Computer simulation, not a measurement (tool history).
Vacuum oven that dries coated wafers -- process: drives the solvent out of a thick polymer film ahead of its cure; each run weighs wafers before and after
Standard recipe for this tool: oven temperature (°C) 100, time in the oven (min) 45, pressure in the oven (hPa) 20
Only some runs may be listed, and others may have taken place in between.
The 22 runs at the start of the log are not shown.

| run | hour | oven temperature (°C) | time in the oven (min) | pressure in the oven (hPa) | solvent left in the film (%) |
|---|---|---|---|---|---|
| 23 | 1113.5 | 101 | 45 | 41 | 4.18 |
| 24 | 1146.6 | 92 | 36 | 72 | 9.74 |
| 25 | 1190.3 | 92 | 36 | 72 | 9.83 |
| 26 | 1231.6 | 99 | 28 | 40 | 6.5 |
| 27 | 1272.4 | 99 | 28 | 40 | 6.44 |
| 28 | 1315.7 | 100 | 72 | 30.3 | 2.69 |
| 29 | 1347.9 | 104 | 74 | 10.1 | 0.88 |
| 30 | 1385 | 112 | 28 | 39.4 | 3.47 |
| 31 | 1437.1 | 94 | 56 | 60.7 | 6.75 |
| 32 | 1466.4 | 89 | 29 | 76.6 | 12.24 |
| 33 | 1515.7 | 104 | 23 | 20 | 5.23 |
| 34 | 1559.6 | 104 | 23 | 20 | 5.13 |
| 35 | 1626.7 | 104 | 23 | 20 | 5.11 |
| 36 | 1667.1 | 104 | 23 | 20 | 5.1 |
| 37 | 1699.1 | 104 | 32 | 21.4 | 3.56 |
| 38 | 1735 | 100 | 23 | 38.7 | 7.19 |
|  | 1770.2 | oven's thermocouples calibrated |
| 39 | 1770.9 | 100 | 23 | 38.7 | 7.04 |
| 40 | 1829.3 | 102 | 40 | 16 | 2.7 |
| 41 | 1886.4 | 102 | 52 | 16 | 2.09 |
| 42 | 1945.9 | 102 | 31 | 16 | 3.81 |

Estimate the outcome of run 43 from the log above:
| 43 | 1981.9 | 115 | 36 | 45.8 | ? |

{"run 43": {"solvent left in the film (%)": 2.66}}
Without the tool's hidden state the same run would have given solvent left in the film (%) 2.5.
